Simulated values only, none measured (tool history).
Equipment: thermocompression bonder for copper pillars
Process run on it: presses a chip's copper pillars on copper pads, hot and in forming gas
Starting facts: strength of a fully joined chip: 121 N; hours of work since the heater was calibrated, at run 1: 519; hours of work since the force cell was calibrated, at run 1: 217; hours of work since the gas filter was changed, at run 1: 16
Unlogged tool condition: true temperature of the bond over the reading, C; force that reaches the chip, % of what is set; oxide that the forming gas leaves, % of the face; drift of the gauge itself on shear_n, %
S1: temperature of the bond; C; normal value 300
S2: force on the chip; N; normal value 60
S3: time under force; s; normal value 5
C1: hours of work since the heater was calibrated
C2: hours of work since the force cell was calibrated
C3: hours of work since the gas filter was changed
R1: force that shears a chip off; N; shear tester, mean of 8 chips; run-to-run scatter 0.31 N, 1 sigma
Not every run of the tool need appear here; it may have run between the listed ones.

run,day,S1,S2,S3,C1,C2,C3,R1
1,0,300,60,5,519,217,16,61.7
2,1.317,300,60,5,535,232,31,61.6
3,3.138,300,60,5,556,253,52,61.7
4,5.108,300,60,5,579,276,75,61.2
5,6.079,300,60,5,590,287,86,62
6,7.9,300,60,7,611,309,107,69.3
# day 8.475: forming gas filter changed
7,8.879,300,60,7,622,320,5,68.2
8,9.9,300,41,5,634,331,16,48.9
9,11.729,300,41,5,655,353,38,48.2
10,13.35,300,41,5,674,371,56,48.3
11,15.225,300,41,5,695,393,78,48.2
12,16.35,300,60,5,708,406,91,61.6
13,18.121,300,60,5,729,426,112,61.5
# day 18.338: forming gas filter changed
14,19.479,300,60,5,744,442,13,61.9
15,21.538,300,60,5,768,466,37,61.6
16,23.683,300,60,5,793,491,62,62.5
17,25.788,300,60,5,817,515,86,61.6
18,27.4,300,60,5,836,534,105,62.3
# day 28.092: forming gas filter changed
19,28.821,300,60,5,852,550,8,62.1
20,30.546,300,62,10,872,570,28,77.9
21,31.6,300,85,6,884,582,41,79.8
# day 31.825: heater calibrated with a thermocouple chip
22,33.571,304,49,6,20,604,62,60.2
23,34.454,298,42,3,30,614,73,39
24,36.279,298,42,3,52,635,94,38.9

What does the tool deliver on the next run?
# day 37.958: forming gas filter changed
25,38.392,298,39,3,76,659,5,?

Logged for run 25: R1 37.2 N.
Were there no unlogged condition in the tool, this run, its random variation unchanged, would have produced R1 37.2 N.
